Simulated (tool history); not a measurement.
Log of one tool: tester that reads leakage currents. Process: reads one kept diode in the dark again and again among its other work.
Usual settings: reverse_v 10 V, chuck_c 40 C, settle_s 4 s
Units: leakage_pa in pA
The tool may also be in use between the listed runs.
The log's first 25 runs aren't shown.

run,day,reverse_v,chuck_c,settle_s,leakage_pa
26,148.004,12.7,26,4.31,408.48
27,154.904,12.7,26,4.31,415.97
28,158.796,4.2,40,4,590.01
# day 165.758: chuck's temperature calibrated
29,166.171,10,46,0.82,1268.82
30,172.117,10,46,0.82,1269.11
31,179.738,10,46,0.82,1286.98
32,186.788,10,54,0.48,2177.14
33,191.671,10,54,0.48,2201.46
34,198.15,6.6,35,4,498.79
35,202.783,6.6,33,1.04,437.83
36,209.858,6.6,33,1.04,447.67
37,214.367,8.3,41,0.83,894.59
38,218.888,1.5,57,0.83,934.34
39,225.246,1.5,57,0.83,943.52

Forecast each of these 4 alternatives for the next run:
A,228.95,2.2,57,2.89,?
B,228.95,1.1,46,4,?
C,228.95,10,39,1.78,?
D,228.95,3.5,25,1.57,?

run,leakage_pa
A,1181.55
B,398.2
C,891.32
D,181.27
Without the tool's hidden state the same runs would have given:
run,leakage_pa
A,1066.61
B,356.52
C,789.59
D,157.89
